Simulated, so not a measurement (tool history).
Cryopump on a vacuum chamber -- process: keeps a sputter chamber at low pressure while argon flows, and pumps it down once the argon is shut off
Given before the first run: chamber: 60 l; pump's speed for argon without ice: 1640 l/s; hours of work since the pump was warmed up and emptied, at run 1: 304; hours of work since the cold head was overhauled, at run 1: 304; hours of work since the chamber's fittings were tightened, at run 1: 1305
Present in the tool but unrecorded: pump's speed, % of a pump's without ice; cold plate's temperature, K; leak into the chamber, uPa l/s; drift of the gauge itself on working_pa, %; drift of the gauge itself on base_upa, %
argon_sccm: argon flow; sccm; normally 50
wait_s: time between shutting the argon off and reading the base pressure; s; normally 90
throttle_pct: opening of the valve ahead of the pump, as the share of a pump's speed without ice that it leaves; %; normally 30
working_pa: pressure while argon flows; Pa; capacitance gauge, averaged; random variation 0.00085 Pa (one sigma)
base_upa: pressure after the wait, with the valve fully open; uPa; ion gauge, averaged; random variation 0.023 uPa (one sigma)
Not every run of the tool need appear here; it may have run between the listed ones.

| run | hour | argon_sccm | wait_s | throttle_pct | hours of work since the pump was warmed up and emptied | hours of work since the cold head was overhauled | hours of work since the chamber's fittings were tightened | working_pa | base_upa |
|---|---|---|---|---|---|---|---|---|---|
| 1 | 0 | 50 | 90 | 30 | 304 | 304 | 1305 | 0.1771 | 1.15 |
| 2 | 29 | 50 | 90 | 30 | 327 | 327 | 1328 | 0.1761 | 1.15 |
| 3 | 59 | 50 | 90 | 30 | 351 | 351 | 1352 | 0.1769 | 1.19 |
| 4 | 73.2 | 50 | 90 | 30 | 362 | 362 | 1363 | 0.1785 | 1.15 |
| 5 | 87.7 | 50 | 90 | 30 | 373 | 373 | 1375 | 0.1779 | 1.16 |
| 6 | 106.2 | 50 | 90 | 37 | 388 | 388 | 1390 | 0.1443 | 1.19 |
| 7 | 121.2 | 50 | 90 | 47 | 400 | 400 | 1401 | 0.1164 | 1.18 |
| 8 | 136.9 | 50 | 90 | 39 | 413 | 413 | 1414 | 0.1394 | 1.22 |
| 9 | 159.1 | 50 | 90 | 39 | 430 | 430 | 1432 | 0.1389 | 1.23 |
| 10 | 175.4 | 21 | 36 | 39 | 443 | 443 | 1445 | 0.0586 | 1.99 |
| 11 | 188.9 | 40 | 22 | 16 | 454 | 454 | 1455 | 0.2626 | 2.8 |
| 12 | 217.6 | 40 | 22 | 16 | 477 | 477 | 1478 | 0.2635 | 2.82 |
| 13 | 231.2 | 40 | 22 | 16 | 488 | 488 | 1489 | 0.2622 | 2.92 |

Run 14 has not been measured yet. What should we expect?
| 14 | 248.4 | 25 | 87 | 15 | 501 | 501 | 1503 | ? | ? |

Run 14 measured working_pa 0.1752 Pa, base_upa 1.27 uPa.
Minus the tool's unlogged condition, the same run would have read working_pa 0.171 Pa, base_upa 0.72 uPa.
